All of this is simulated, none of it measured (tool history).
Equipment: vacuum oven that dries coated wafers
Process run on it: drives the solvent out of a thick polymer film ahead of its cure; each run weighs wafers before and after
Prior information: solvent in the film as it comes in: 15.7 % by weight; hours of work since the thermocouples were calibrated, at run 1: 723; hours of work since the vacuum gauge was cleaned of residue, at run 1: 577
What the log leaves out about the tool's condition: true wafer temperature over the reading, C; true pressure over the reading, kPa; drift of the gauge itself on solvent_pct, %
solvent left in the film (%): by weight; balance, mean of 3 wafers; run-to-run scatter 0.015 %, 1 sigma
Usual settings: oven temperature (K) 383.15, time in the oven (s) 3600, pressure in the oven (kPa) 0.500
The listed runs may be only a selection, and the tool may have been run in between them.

run	hour	oven temperature (K)	time in the oven (s)	pressure in the oven (kPa)	hours of work since the thermocouples were calibrated	hours of work since the vacuum gauge was cleaned of residue	solvent left in the film (%)
1	0.0	383.15	3600	0.500	723	577	2.29
2	41.3	383.15	3600	0.500	744	597	2.29
3	84.1	394.15	3600	0.500	765	618	0.62
4	119.9	386.15	3600	0.500	782	636	1.72
5	169.3	386.15	3600	0.500	807	660	1.70
6	213.5	397.15	3480	0.500	829	682	0.44
# hour 218.8: vacuum gauge cleaned of residue and calibrated
7	255.0	388.15	6420	0.500	848	18	0.39
8	277.9	385.15	3600	0.500	860	29	1.96
9	326.7	385.15	1980	0.500	884	53	4.41
10	360.2	384.15	6360	0.941	900	70	0.81

Here are 5 independent what-if runs from the current tool condition. What would each one return?
A	401.0	372.15	5340	0.500	920	90	?
B	401.0	379.15	2880	1.182	920	90	?
C	401.0	368.15	6360	0.941	920	90	?
D	401.0	391.15	3360	0.686	920	90	?
E	401.0	393.15	2280	1.204	920	90	?

run	solvent left in the film (%)
A	3.46
B	4.49
C	3.99
D	1.18
E	2.11
Stripped of hidden state, with their random variation kept, the same runs would have yielded:
run	solvent left in the film (%)
A	2.99
B	4.05
C	3.48
D	0.93
E	1.80
